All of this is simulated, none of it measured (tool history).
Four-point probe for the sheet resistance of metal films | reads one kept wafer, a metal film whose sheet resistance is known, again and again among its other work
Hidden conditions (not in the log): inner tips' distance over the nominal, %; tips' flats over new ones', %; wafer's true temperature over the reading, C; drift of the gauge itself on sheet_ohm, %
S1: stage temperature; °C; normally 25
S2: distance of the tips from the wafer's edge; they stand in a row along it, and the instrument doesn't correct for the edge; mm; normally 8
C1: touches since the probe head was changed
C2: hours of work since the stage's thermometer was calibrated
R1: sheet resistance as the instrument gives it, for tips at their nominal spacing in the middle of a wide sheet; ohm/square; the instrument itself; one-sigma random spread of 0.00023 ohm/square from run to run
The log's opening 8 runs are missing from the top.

run	hour	S1	S2	C1	C2	R1
9	362.4	25	8	7661	333	1.140516
10	398	25	8	8699	348	1.140659
11	433.7	25	8	9737	363	1.140598
12	465.7	25	8	10671	376	1.140658
13	524.1	25	8	12372	401	1.140951
14	584.3	25	8	14124	426	1.140941
15	616.6	29	8	15065	439	1.136435
16	672.7	25	8	16699	463	1.141092
17	727.2	25	8	18284	485	1.141699
18	760.6	20	28	19259	499	1.138954
19	819.9	25	23	20986	524	1.13285
20	869.4	25	23	22427	545	1.13334
21	920.9	25	23	23925	566	1.133539
22	949.4	25	23	24756	578	1.133527
23	1011.7	25	23	26570	604	1.134151
24	1037.3	28	4	27314	615	1.165814
25	1070.4	30	12	28281	628	1.131053
26	1121.9	30	12	29778	650	1.130741

Predict the results of run 27:
27	1177.7	30	12	31405	673	?

For run 27 the tool returned R1 1.131235 ohm/square.
With no hidden state in the tool, this same run would have given R1 1.134689 ohm/square.
